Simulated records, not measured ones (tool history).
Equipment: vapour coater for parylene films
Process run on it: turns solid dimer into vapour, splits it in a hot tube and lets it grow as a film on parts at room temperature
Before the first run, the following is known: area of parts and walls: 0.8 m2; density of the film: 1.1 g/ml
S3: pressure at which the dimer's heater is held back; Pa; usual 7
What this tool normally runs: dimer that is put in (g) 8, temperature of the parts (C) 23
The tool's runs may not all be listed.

{"run": 1, "hour": 0.0, "dimer that is put in (g)": 8, "temperature of the parts (C)": 23, "S3": 7, "thickness of the film (nm)": 3970}
{"run": 2, "hour": 11.5, "dimer that is put in (g)": 8, "temperature of the parts (C)": 23, "S3": 7, "thickness of the film (nm)": 4000}
{"run": 3, "hour": 19.7, "dimer that is put in (g)": 8, "temperature of the parts (C)": 23, "S3": 7, "thickness of the film (nm)": 3990}
{"run": 4, "hour": 36.1, "dimer that is put in (g)": 8, "temperature of the parts (C)": 23, "S3": 7, "thickness of the film (nm)": 3950}
{"hour": 43.1, "done": "trap's valve overhauled"}
{"run": 5, "hour": 47.6, "dimer that is put in (g)": 8, "temperature of the parts (C)": 27, "S3": 7, "thickness of the film (nm)": 3480}
{"run": 6, "hour": 57.1, "dimer that is put in (g)": 8, "temperature of the parts (C)": 27, "S3": 7, "thickness of the film (nm)": 3530}
{"run": 7, "hour": 75.6, "dimer that is put in (g)": 8, "temperature of the parts (C)": 23, "S3": 7, "thickness of the film (nm)": 4240}
{"run": 8, "hour": 89.2, "dimer that is put in (g)": 8, "temperature of the parts (C)": 23, "S3": 7, "thickness of the film (nm)": 4230}
{"run": 9, "hour": 106.3, "dimer that is put in (g)": 8, "temperature of the parts (C)": 23, "S3": 7, "thickness of the film (nm)": 4220}
{"run": 10, "hour": 124.1, "dimer that is put in (g)": 8, "temperature of the parts (C)": 23, "S3": 7, "thickness of the film (nm)": 4160}
{"run": 11, "hour": 138.1, "dimer that is put in (g)": 8, "temperature of the parts (C)": 24, "S3": 7, "thickness of the film (nm)": 3970}
{"run": 12, "hour": 149.2, "dimer that is put in (g)": 8, "temperature of the parts (C)": 24, "S3": 7, "thickness of the film (nm)": 4020}
{"run": 13, "hour": 163.4, "dimer that is put in (g)": 8, "temperature of the parts (C)": 23, "S3": 7, "thickness of the film (nm)": 4300}
{"run": 14, "hour": 180.2, "dimer that is put in (g)": 8, "temperature of the parts (C)": 23, "S3": 11.33, "thickness of the film (nm)": 3810}
{"run": 15, "hour": 195.0, "dimer that is put in (g)": 8, "temperature of the parts (C)": 23, "S3": 11.58, "thickness of the film (nm)": 3690}
{"run": 16, "hour": 209.3, "dimer that is put in (g)": 8, "temperature of the parts (C)": 23, "S3": 11.58, "thickness of the film (nm)": 3690}
{"run": 17, "hour": 220.5, "dimer that is put in (g)": 8, "temperature of the parts (C)": 23, "S3": 11.58, "thickness of the film (nm)": 3700}
{"run": 18, "hour": 236.5, "dimer that is put in (g)": 8, "temperature of the parts (C)": 23, "S3": 7, "thickness of the film (nm)": 4150}
{"run": 19, "hour": 248.4, "dimer that is put in (g)": 8, "temperature of the parts (C)": 16, "S3": 7, "thickness of the film (nm)": 5860}
{"run": 20, "hour": 262.2, "dimer that is put in (g)": 8, "temperature of the parts (C)": 23, "S3": 7, "thickness of the film (nm)": 4160}
{"run": 21, "hour": 280.0, "dimer that is put in (g)": 8, "temperature of the parts (C)": 23, "S3": 4.17, "thickness of the film (nm)": 4600}
{"run": 22, "hour": 297.8, "dimer that is put in (g)": 8, "temperature of the parts (C)": 23, "S3": 4.17, "thickness of the film (nm)": 4580}
{"run": 23, "hour": 311.9, "dimer that is put in (g)": 8, "temperature of the parts (C)": 23, "S3": 7, "thickness of the film (nm)": 4070}
{"run": 24, "hour": 327.0, "dimer that is put in (g)": 8, "temperature of the parts (C)": 27, "S3": 7, "thickness of the film (nm)": 3390}
{"run": 25, "hour": 340.6, "dimer that is put in (g)": 8, "temperature of the parts (C)": 27, "S3": 7, "thickness of the film (nm)": 3300}
{"run": 26, "hour": 358.8, "dimer that is put in (g)": 8, "temperature of the parts (C)": 18, "S3": 7, "thickness of the film (nm)": 5060}
{"run": 27, "hour": 372.3, "dimer that is put in (g)": 8, "temperature of the parts (C)": 18, "S3": 7, "thickness of the film (nm)": 5260}
{"run": 28, "hour": 388.9, "dimer that is put in (g)": 6, "temperature of the parts (C)": 30, "S3": 10.82, "thickness of the film (nm)": 1990}
{"run": 29, "hour": 402.2, "dimer that is put in (g)": 12, "temperature of the parts (C)": 30, "S3": 5.34, "thickness of the film (nm)": 4660}
{"run": 30, "hour": 412.4, "dimer that is put in (g)": 12, "temperature of the parts (C)": 18, "S3": 3.61, "thickness of the film (nm)": 8910}
{"run": 31, "hour": 421.2, "dimer that is put in (g)": 7, "temperature of the parts (C)": 18, "S3": 7, "thickness of the film (nm)": 4510}
{"run": 32, "hour": 429.5, "dimer that is put in (g)": 8, "temperature of the parts (C)": 21, "S3": 5.59, "thickness of the film (nm)": 4620}
{"run": 33, "hour": 446.2, "dimer that is put in (g)": 8, "temperature of the parts (C)": 31, "S3": 3.4, "thickness of the film (nm)": 3200}
{"run": 34, "hour": 460.2, "dimer that is put in (g)": 8, "temperature of the parts (C)": 31, "S3": 3.4, "thickness of the film (nm)": 3220}
{"run": 35, "hour": 470.7, "dimer that is put in (g)": 8, "temperature of the parts (C)": 31, "S3": 3.4, "thickness of the film (nm)": 3250}
{"run": 36, "hour": 479.2, "dimer that is put in (g)": 5, "temperature of the parts (C)": 17, "S3": 3.36, "thickness of the film (nm)": 3900}
{"run": 37, "hour": 491.7, "dimer that is put in (g)": 4, "temperature of the parts (C)": 22, "S3": 7, "thickness of the film (nm)": 2120}
{"run": 38, "hour": 509.6, "dimer that is put in (g)": 5, "temperature of the parts (C)": 17, "S3": 7, "thickness of the film (nm)": 3340}
{"run": 39, "hour": 521.0, "dimer that is put in (g)": 8, "temperature of the parts (C)": 16, "S3": 7, "thickness of the film (nm)": 5600}
{"run": 40, "hour": 535.1, "dimer that is put in (g)": 5, "temperature of the parts (C)": 16, "S3": 5.88, "thickness of the film (nm)": 3610}
{"run": 41, "hour": 545.9, "dimer that is put in (g)": 5, "temperature of the parts (C)": 16, "S3": 5.88, "thickness of the film (nm)": 3630}
{"run": 42, "hour": 557.9, "dimer that is put in (g)": 13, "temperature of the parts (C)": 17, "S3": 3.9, "thickness of the film (nm)": 9670}
{"run": 43, "hour": 566.8, "dimer that is put in (g)": 5, "temperature of the parts (C)": 18, "S3": 7, "thickness of the film (nm)": 3180}
{"run": 44, "hour": 583.2, "dimer that is put in (g)": 5, "temperature of the parts (C)": 18, "S3": 4.79, "thickness of the film (nm)": 3330}
{"run": 45, "hour": 601.3, "dimer that is put in (g)": 6, "temperature of the parts (C)": 20, "S3": 4.9, "thickness of the film (nm)": 3710}
{"run": 46, "hour": 614.1, "dimer that is put in (g)": 4, "temperature of the parts (C)": 23, "S3": 7.09, "thickness of the film (nm)": 1930}
{"hour": 634.7, "done": "trap's valve overhauled"}
{"run": 47, "hour": 635.0, "dimer that is put in (g)": 8, "temperature of the parts (C)": 23, "S3": 6.61, "thickness of the film (nm)": 4300}

Some steps in thickness of the film (nm), run to run, broken into two amounts with sign: the step expected even without the hidden condition (settings, incoming material, random variation), and the rest, left for the hidden condition together with whatever gauge scatter is not in both the measured and the hidden-condition-free result:
Hidden state present: vapour lost through the trap's worn valve, %; true temperature of the parts over the reading, C; drift of the gauge itself on film_um, %.
Run 4 -> 5: temperature of the parts (C) 23 -> 27, trap's valve overhauled. thickness of the film (nm) -470: hidden state +310, all else -780.
Run 30 -> 31: dimer that is put in (g) 12 -> 7, S3 3.61 -> 7. thickness of the film (nm) -4400: hidden state +180, all else -4580.
Run 41 -> 42: dimer that is put in (g) 5 -> 13, temperature of the parts (C) 16 -> 17, S3 5.88 -> 3.9. thickness of the film (nm) +6040: hidden state -410, all else +6450.
Run 42 -> 43: dimer that is put in (g) 13 -> 5, temperature of the parts (C) 17 -> 18, S3 3.9 -> 7. thickness of the film (nm) -6490: hidden state +430, all else -6920.
